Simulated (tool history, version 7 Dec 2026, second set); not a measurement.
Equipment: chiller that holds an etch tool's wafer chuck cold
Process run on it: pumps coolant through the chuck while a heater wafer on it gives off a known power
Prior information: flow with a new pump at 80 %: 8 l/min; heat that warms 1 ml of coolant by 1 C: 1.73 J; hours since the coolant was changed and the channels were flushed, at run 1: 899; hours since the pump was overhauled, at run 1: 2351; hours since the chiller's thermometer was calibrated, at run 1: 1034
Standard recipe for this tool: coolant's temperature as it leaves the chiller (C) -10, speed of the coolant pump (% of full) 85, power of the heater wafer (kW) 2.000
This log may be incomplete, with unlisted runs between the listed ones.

| run | hour | coolant's temperature as it leaves the chiller (C) | speed of the coolant pump (% of full) | power of the heater wafer (kW) | hours since the coolant was changed and the channels were flushed | hours since the pump was overhauled | hours since the chiller's thermometer was calibrated | chuck's temperature once it has settled (C) | how much warmer the coolant comes back (C) |
|---|---|---|---|---|---|---|---|---|---|
| 1 | 0.0 | -10 | 85 | 2.000 | 899 | 2351 | 1034 | 6.4 | 8.71 |
| 2 | 80.2 | -10 | 85 | 2.000 | 979 | 2431 | 1114 | 6.3 | 8.76 |
| 3 | 148.9 | -10 | 85 | 2.000 | 1048 | 2500 | 1183 | 6.6 | 8.80 |
| 4 | 201.6 | -10 | 85 | 2.000 | 1100 | 2553 | 1235 | 6.4 | 8.74 |
| 5 | 285.8 | -10 | 85 | 2.000 | 1185 | 2637 | 1319 | 6.8 | 8.76 |
| 6 | 345.8 | -10 | 85 | 2.000 | 1245 | 2697 | 1379 | 6.6 | 8.78 |
| 7 | 433.4 | -10 | 85 | 2.000 | 1332 | 2785 | 1467 | 6.7 | 8.83 |
| 8 | 509.7 | -10 | 85 | 2.000 | 1409 | 2861 | 1543 | 7.1 | 8.86 |
| 9 | 597.1 | -10 | 85 | 2.000 | 1496 | 2948 | 1631 | 7.0 | 8.89 |
| 10 | 683.4 | -10 | 65 | 2.000 | 1582 | 3035 | 1717 | 12.4 | 11.98 |
| 11 | 726.9 | -10 | 85 | 2.090 | 1626 | 3078 | 1761 | 8.0 | 9.32 |
| 12 | 787.8 | -10 | 85 | 2.090 | 1687 | 3139 | 1821 | 8.0 | 9.30 |
| 13 | 871.7 | -3 | 69 | 2.070 | 1771 | 3223 | 1905 | 19.1 | 11.63 |
| 14 | 949.5 | -13 | 76 | 2.281 | 1848 | 3301 | 1983 | 9.2 | 11.56 |
| 15 | 1031.9 | -13 | 68 | 1.065 | 1931 | 3383 | 2066 | -0.9 | 6.17 |
| 16 | 1098.9 | -13 | 68 | 1.065 | 1998 | 3450 | 2133 | -1.0 | 6.16 |
| 17 | 1143.6 | -13 | 68 | 1.065 | 2043 | 3495 | 2177 | -0.7 | 6.16 |

3 options for the next run, each taken on its own from the tool as it stands now. Forecast them:
| A | 1211.7 | -15 | 92 | 2.919 | 2111 | 3563 | 2245 | ? | ? |
| B | 1211.7 | -13 | 61 | 2.930 | 2111 | 3563 | 2245 | ? | ? |
| C | 1211.7 | -4 | 66 | 2.000 | 2111 | 3563 | 2245 | ? | ? |

| run | chuck's temperature once it has settled (C) | how much warmer the coolant comes back (C) |
|---|---|---|
| A | 9.0 | 11.92 |
| B | 23.0 | 19.16 |
| C | 18.9 | 11.96 |
With no hidden state in the tool, these same runs would have given:
| run | chuck's temperature once it has settled (C) | how much warmer the coolant comes back (C) |
|---|---|---|
| A | 4.2 | 10.69 |
| B | 16.3 | 17.20 |
| C | 14.4 | 10.73 |
